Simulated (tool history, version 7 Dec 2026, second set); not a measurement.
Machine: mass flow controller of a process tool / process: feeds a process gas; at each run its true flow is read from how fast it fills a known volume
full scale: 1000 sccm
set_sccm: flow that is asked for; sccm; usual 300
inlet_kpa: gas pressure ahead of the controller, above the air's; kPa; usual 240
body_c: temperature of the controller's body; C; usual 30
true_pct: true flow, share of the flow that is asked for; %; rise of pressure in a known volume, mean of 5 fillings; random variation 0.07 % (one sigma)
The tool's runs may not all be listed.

| run | day | set_sccm | inlet_kpa | body_c | true_pct |
|---|---|---|---|---|---|
| 1 | 0.000 | 300 | 240 | 30 | 98.12 |
| 2 | 2.946 | 300 | 240 | 30 | 98.07 |
| 3 | 6.179 | 132 | 240 | 30 | 98.11 |
| 4 | 8.367 | 132 | 240 | 30 | 98.10 |
| 5 | 10.767 | 132 | 240 | 30 | 98.02 |
| 6 | 12.438 | 132 | 240 | 30 | 97.95 |
| 7 | 14.800 | 132 | 240 | 30 | 98.09 |
| 8 | 16.746 | 132 | 240 | 30 | 98.17 |
| 9 | 19.254 | 132 | 240 | 30 | 98.11 |
| 10 | 21.917 | 300 | 211 | 30 | 97.99 |
| 11 | 25.012 | 300 | 240 | 30 | 98.26 |
| 12 | 27.142 | 300 | 240 | 30 | 98.30 |
| 13 | 30.621 | 245 | 240 | 30 | 98.26 |
| 14 | 33.908 | 245 | 240 | 30 | 98.19 |
| 15 | 36.100 | 245 | 240 | 30 | 98.18 |
| 16 | 38.812 | 245 | 240 | 30 | 98.22 |
| 17 | 40.958 | 300 | 277 | 30 | 98.44 |
| 18 | 44.662 | 180 | 240 | 30 | 98.15 |
| 19 | 46.442 | 300 | 240 | 30 | 98.33 |
| 20 | 49.812 | 300 | 240 | 30 | 98.17 |
| 21 | 51.925 | 300 | 240 | 30 | 98.44 |
| 22 | 55.583 | 300 | 240 | 30 | 98.49 |
| 23 | 58.467 | 631 | 163 | 36 | 98.05 |
| 24 | 60.675 | 257 | 163 | 23 | 98.55 |
| 25 | 62.896 | 425 | 163 | 35 | 97.51 |
| 26 | 65.650 | 300 | 240 | 30 | 98.56 |
| 27 | 67.675 | 177 | 218 | 30 | 98.26 |
| 28 | 69.229 | 163 | 185 | 26 | 98.53 |
| 29 | 72.208 | 317 | 204 | 30 | 98.26 |
| 30 | 75.412 | 300 | 166 | 30 | 97.83 |
| 31 | 77.067 | 300 | 217 | 30 | 98.34 |
| 32 | 80.596 | 300 | 186 | 30 | 98.01 |
| 33 | 83.796 | 622 | 185 | 21 | 99.63 |
| 34 | 85.925 | 592 | 204 | 37 | 98.02 |
| 35 | 87.721 | 242 | 165 | 39 | 97.01 |
| 36 | 90.721 | 747 | 226 | 22 | 100.26 |
| 37 | 93.196 | 473 | 156 | 30 | 98.20 |
| 38 | 95.846 | 473 | 156 | 30 | 98.13 |
| 39 | 97.638 | 473 | 156 | 30 | 98.20 |
| 40 | 99.946 | 473 | 156 | 30 | 98.23 |
| 41 | 102.158 | 473 | 156 | 30 | 98.26 |
| 42 | 104.658 | 473 | 156 | 30 | 98.21 |
| 43 | 107.146 | 300 | 233 | 30 | 98.73 |
| 44 | 110.438 | 300 | 213 | 30 | 98.59 |

Some steps in true_pct, run to run, broken into two amounts with sign: the step expected even without the hidden condition (settings, incoming material, random variation), and the rest, left for the hidden condition together with whatever gauge scatter is not in both the measured and the hidden-condition-free result:
Hidden state present: flow at rest that the sensor doesn't see, % of full scale; true flow over the shown one, %; drift of the gauge itself on true_pct, %.
Run 28 -> 29: set_sccm 163 -> 317, inlet_kpa 185 -> 204, body_c 26 -> 30. true_pct -0.27 %: hidden state -0.52, all else +0.25.
Run 32 -> 33: set_sccm 300 -> 622, inlet_kpa 186 -> 185, body_c 30 -> 21. true_pct +1.62 %: hidden state -0.32, all else +1.94.
Run 34 -> 35: set_sccm 592 -> 242, inlet_kpa 204 -> 165, body_c 37 -> 39. true_pct -1.01 %: hidden state +0.50, all else -1.51.
Run 35 -> 36: set_sccm 242 -> 747, inlet_kpa 165 -> 226, body_c 39 -> 22. true_pct +3.25 %: hidden state -0.56, all else +3.81.
Run 36 -> 37: set_sccm 747 -> 473, inlet_kpa 226 -> 156, body_c 22 -> 30. true_pct -2.06 %: hidden state +0.17, all else -2.23.
